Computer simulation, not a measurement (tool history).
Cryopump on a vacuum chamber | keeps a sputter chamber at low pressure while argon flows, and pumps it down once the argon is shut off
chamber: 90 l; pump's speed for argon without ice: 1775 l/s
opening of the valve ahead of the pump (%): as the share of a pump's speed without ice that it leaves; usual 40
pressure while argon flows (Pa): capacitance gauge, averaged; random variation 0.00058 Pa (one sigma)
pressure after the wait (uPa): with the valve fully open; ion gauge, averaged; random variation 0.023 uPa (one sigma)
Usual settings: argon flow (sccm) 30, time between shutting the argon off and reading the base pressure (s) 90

run	day	argon flow (sccm)	time between shutting the argon off and reading the base pressure (s)	opening of the valve ahead of the pump (%)	pressure while argon flows (Pa)	pressure after the wait (uPa)
1	0	30	90	40	0.0724	2.93
2	2.225	30	90	40	0.0742	3.04
3	5.888	30	90	40	0.0756	3.31
4	8.642	30	90	40	0.0777	3.53
5	11.033	30	90	40	0.0797	0.9
6	14.042	36	45	40	0.0988	1.64
7	17.383	12	90	39	0.0353	1.07
8	21.433	35	118	19	0.1766	0.89
9	23.467	35	118	19	0.18	0.94
10	26.471	35	220	23	0.1514	0.78

Not shown: 2 entries that the log had between the listed runs. Between which runs, and how does the tool's hidden state differ before and after?
Between runs 4 and 5: leaking fittings of the chamber tightened, without venting (day 9.846)
  pump's speed, % of a pump's without ice: 84.7 -> 80.8; cold plate's temperature, K: 14.16 -> 14.18; leak into the chamber, uPa l/s: 4122 -> 339
  measured less the result without the state, pressure while argon flows (Pa): +0.0066 -> +0.0084; pressure after the wait (uPa): +2.7 -> +0.08
Between runs 7 and 8: pump warmed up, emptied and cooled again (day 19.625)
  pump's speed, % of a pump's without ice: 69.5 -> 97; cold plate's temperature, K: 14.24 -> 14.28; leak into the chamber, uPa l/s: 523 -> 635
  measured less the result without the state, pressure while argon flows (Pa): +0.0058 -> +0.0026; pressure after the wait (uPa): +0.27 -> +0.21

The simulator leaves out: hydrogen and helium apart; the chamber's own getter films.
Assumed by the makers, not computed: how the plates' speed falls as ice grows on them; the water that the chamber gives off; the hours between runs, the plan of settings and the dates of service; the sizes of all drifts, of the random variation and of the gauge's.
